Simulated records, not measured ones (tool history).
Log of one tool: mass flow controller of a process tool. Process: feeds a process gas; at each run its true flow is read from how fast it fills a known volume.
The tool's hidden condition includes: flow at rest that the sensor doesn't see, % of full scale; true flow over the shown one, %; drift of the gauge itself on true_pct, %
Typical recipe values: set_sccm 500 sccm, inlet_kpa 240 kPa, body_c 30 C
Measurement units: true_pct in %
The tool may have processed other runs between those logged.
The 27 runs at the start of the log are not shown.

run     hour  set_sccm  inlet_kpa  body_c  hours of work since the controller was set to zero  hours of work since the controller was changed  true_pct
 28  10540.5       805        192      36                                                5091                                            5091      96.9
 29    10922       150        263      33                                                5265                                            5265     95.74
 30  11343.4       437        236      27                                                5458                                            5458     96.51
 31  11719.3       791        240      27                                                5630                                            5630     97.23
 32  12162.6       206        207      27                                                5833                                            5833     95.75
 33  12459.2       647        169      38                                                5969                                            5969     96.19
       12787  -- gauge calibrated
 34  12922.2       647        169      38                                                6180                                            6180     98.53
 35  13435.1       647        169      38                                                6415                                            6415     98.57
 36  13658.9       805        198      33                                                6518                                            6518     99.06
 37  14093.5       805        198      33                                                6716                                            6716     98.93
 38  14513.2       118        240      22                                                6908                                            6908     97.82
 39  14991.1       118        223      23                                                7127                                            7127     97.64
 40  15369.9       118        156      26                                                7300                                            7300     97.25
 41  15724.6       118        156      26                                                7463                                            7463     97.37
 42  16062.6       118        156      26                                                7617                                            7617     97.19
 43    16296       500        151      21                                                7724                                            7724     98.25
 44  16535.5       334        254      31                                                7834                                            7834     97.75
 45  16889.1       806        279      30                                                7996                                            7996     98.76
 46  17151.8       172        272      36                                                8116                                            8116     96.94
 47  17556.4       172        272      36                                                8301                                            8301     96.88

Below are 3 alternative next runs, each starting from the tool's condition after run 47. Predict each:
  A  18020.2       114        272      36                                                8513                                            8513         ?
  B  18020.2       500        176      21                                                8513                                            8513         ?
  C  18020.2       500        248      30                                                8513                                            8513         ?

run  true_pct
  A      96.7
  B     97.98
  C     97.72
Had the tool no hidden state, the same runs would have come out as:
run  true_pct
  A     97.68
  B        99
  C     98.74
